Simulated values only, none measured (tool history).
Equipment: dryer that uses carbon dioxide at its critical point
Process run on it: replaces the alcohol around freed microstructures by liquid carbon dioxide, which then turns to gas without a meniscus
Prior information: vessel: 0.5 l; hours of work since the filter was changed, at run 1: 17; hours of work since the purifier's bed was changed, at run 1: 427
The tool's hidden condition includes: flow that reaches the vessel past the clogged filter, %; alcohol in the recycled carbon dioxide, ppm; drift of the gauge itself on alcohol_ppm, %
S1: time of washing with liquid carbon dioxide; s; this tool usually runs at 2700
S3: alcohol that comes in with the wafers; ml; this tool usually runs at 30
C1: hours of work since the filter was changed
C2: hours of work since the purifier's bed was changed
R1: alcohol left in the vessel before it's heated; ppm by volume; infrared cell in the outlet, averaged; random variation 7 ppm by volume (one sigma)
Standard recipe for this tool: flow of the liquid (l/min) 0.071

Run 1, day 0: usual settings; C1 17; C2 427. Result: R1 398 ppm by volume.
Run 2, day 0.767: usual settings; C1 30; C2 440. Result: R1 370 ppm by volume.
Run 3, day 1.979: usual settings but flow of the liquid (l/min) 0.0807; C1 50; C2 460. Result: R1 213 ppm by volume.
Run 4, day 3.129: usual settings but flow of the liquid (l/min) 0.0807; C1 69; C2 479. Result: R1 229 ppm by volume.
Run 5, day 4.188: usual settings but flow of the liquid (l/min) 0.0807; C1 87; C2 497. Result: R1 227 ppm by volume.
Run 6, day 4.962: usual settings but flow of the liquid (l/min) 0.0807; C1 100; C2 510. Result: R1 225 ppm by volume.
Run 7, day 5.921: usual settings but flow of the liquid (l/min) 0.0807; C1 116; C2 526. Result: R1 236 ppm by volume.
Run 8, day 6.862: usual settings but flow of the liquid (l/min) 0.0807; C1 132; C2 542. Result: R1 250 ppm by volume.
Run 9, day 7.875: usual settings but flow of the liquid (l/min) 0.0807; C1 149; C2 559. Result: R1 259 ppm by volume.
Run 10, day 8.621: usual settings but S1 3600 s; C1 161; C2 571. Result: R1 120 ppm by volume.
Run 11, day 9.633: usual settings but S1 3600 s; C1 178; C2 588. Result: R1 129 ppm by volume.
Run 12, day 10.462: usual settings but S3 63 ml; C1 192; C2 602. Result: R1 989 ppm by volume.
Run 13, day 11.562: usual settings but S3 63 ml; C1 210; C2 620. Result: R1 981 ppm by volume.
Run 14, day 12.242: usual settings but S3 27 ml; C1 222; C2 632. Result: R1 481 ppm by volume.
Run 15, day 12.962: usual settings but S3 92 ml; C1 234; C2 644. Result: R1 1491 ppm by volume.
Run 16, day 14.3: usual settings but S3 92 ml; C1 256; C2 666. Result: R1 1509 ppm by volume.
Run 17, day 15.054: usual settings but S3 97 ml; C1 269; C2 679. Result: R1 1700 ppm by volume.
Run 18, day 16.308: usual settings but S3 97 ml; C1 290; C2 700. Result: R1 1742 ppm by volume.
Run 19, day 17.1: usual settings but flow of the liquid (l/min) 0.0808; C1 303; C2 713. Result: R1 337 ppm by volume.
Run 20, day 18.388: usual settings but S3 72 ml; C1 325; C2 734. Result: R1 1404 ppm by volume.
Run 21, day 19.067: usual settings; C1 336; C2 746. Result: R1 616 ppm by volume.
Run 22, day 20.175: usual settings but S3 84 ml; C1 355; C2 764. Result: R1 1713 ppm by volume.
Run 23, day 21.292: usual settings but S3 84 ml; C1 373; C2 783. Result: R1 1768 ppm by volume.
Run 24, day 22.075: usual settings but S3 84 ml; C1 386; C2 796. Result: R1 1826 ppm by volume.
At day 22.679: inlet filter changed.
Run 25, day 22.817: usual settings but S1 2520 s, flow of the liquid (l/min) 0.0864, S3 57 ml; C1 2; C2 808. Result: R1 368 ppm by volume.
Run 26, day 23.733: usual settings but S1 2520 s, flow of the liquid (l/min) 0.0864, S3 57 ml; C1 18; C2 823. Result: R1 385 ppm by volume.
Run 27, day 24.683: usual settings but S1 2520 s, flow of the liquid (l/min) 0.0864, S3 57 ml; C1 33; C2 839. Result: R1 386 ppm by volume.
Run 28, day 25.992: usual settings but S1 2520 s, flow of the liquid (l/min) 0.0864, S3 57 ml; C1 55; C2 861. Result: R1 405 ppm by volume.
Run 29, day 26.975: usual settings but S1 2940 s, flow of the liquid (l/min) 0.093; C1 72; C2 878. Result: R1 103 ppm by volume.
Run 30, day 28.383: usual settings but S1 3060 s, S3 76 ml; C1 95; C2 901. Result: R1 546 ppm by volume.
Run 31, day 29.725: usual settings but S1 2580 s, S3 76 ml; C1 118; C2 924. Result: R1 1341 ppm by volume.
Run 32, day 30.933: usual settings but S1 2580 s, S3 76 ml; C1 138; C2 944. Result: R1 1354 ppm by volume.
Run 33, day 31.633: usual settings but S1 1920 s, flow of the liquid (l/min) 0.0789; C1 150; C2 955. Result: R1 1275 ppm by volume.
Run 34, day 32.812: usual settings but flow of the liquid (l/min) 0.0486; C1 170; C2 975. Result: R1 2045 ppm by volume.
Run 35, day 33.817: usual settings but flow of the liquid (l/min) 0.0486; C1 186; C2 992. Result: R1 2046 ppm by volume.
Run 36, day 35.267: usual settings but flow of the liquid (l/min) 0.0486; C1 211; C2 1016. Result: R1 2070 ppm by volume.
Run 37, day 35.954: usual settings but S1 2640 s, flow of the liquid (l/min) 0.0738, S3 120 ml; C1 222; C2 1028. Result: R1 1797 ppm by volume.
Run 38, day 37.021: usual settings but flow of the liquid (l/min) 0.0753; C1 240; C2 1046. Result: R1 421 ppm by volume.
Run 39, day 37.638: usual settings but flow of the liquid (l/min) 0.0896; C1 250; C2 1056. Result: R1 222 ppm by volume.
Run 40, day 38.996: usual settings but S1 3120 s, flow of the liquid (l/min) 0.0896; C1 273; C2 1079. Result: R1 121 ppm by volume.
Run 41, day 40.2: usual settings but S1 3120 s, flow of the liquid (l/min) 0.0896, S3 118 ml; C1 293; C2 1099. Result: R1 331 ppm by volume.
Run 42, day 41.079: usual settings but S1 1860 s, flow of the liquid (l/min) 0.0896, S3 118 ml; C1 308; C2 1114. Result: R1 4163 ppm by volume.
Run 43, day 41.779: usual settings but S1 1860 s, flow of the liquid (l/min) 0.0896, S3 118 ml; C1 320; C2 1125. Result: R1 4195 ppm by volume.
Run 44, day 42.967: usual settings but flow of the liquid (l/min) 0.1209, S3 21 ml; C1 340; C2 1145. Result: R1 91 ppm by volume.
Run 45, day 44.2: usual settings but flow of the liquid (l/min) 0.0461, S3 92 ml; C1 360; C2 1166. Result: R1 8819 ppm by volume.
At day 45.183: purifier's bed changed.
Run 46, day 45.542: usual settings but flow of the liquid (l/min) 0.0461, S3 92 ml; C1 380; C2 6. Result: R1 8864 ppm by volume.
At day 46.475: inlet filter changed.
Run 47, day 46.75: usual settings but S1 3960 s, S3 44 ml; C1 5; C2 26. Result: R1 53 ppm by volume.

Here are 4 independent what-if runs from the current tool condition. What would each one return?
Run A, day 47.442: usual settings but S1 3480 s, flow of the liquid (l/min) 0.1085, S3 43 ml; C1 16; C2 37. Result: R1 ?.
Run B, day 47.442: usual settings but S1 3720 s, S3 44 ml; C1 16; C2 37. Result: R1 ?.
Run C, day 47.442: usual settings but S1 2340 s, flow of the liquid (l/min) 0.0577, S3 115 ml; C1 16; C2 37. Result: R1 ?.
Run D, day 47.442: usual settings but S1 4200 s, flow of the liquid (l/min) 0.0836; C1 16; C2 37. Result: R1 ?.

run    R1
  A    18
  B    80
  C  5799
  D    18
Without the tool's hidden state the same runs would have given:
run    R1
  A    15
  B    75
  C  5660
  D    15
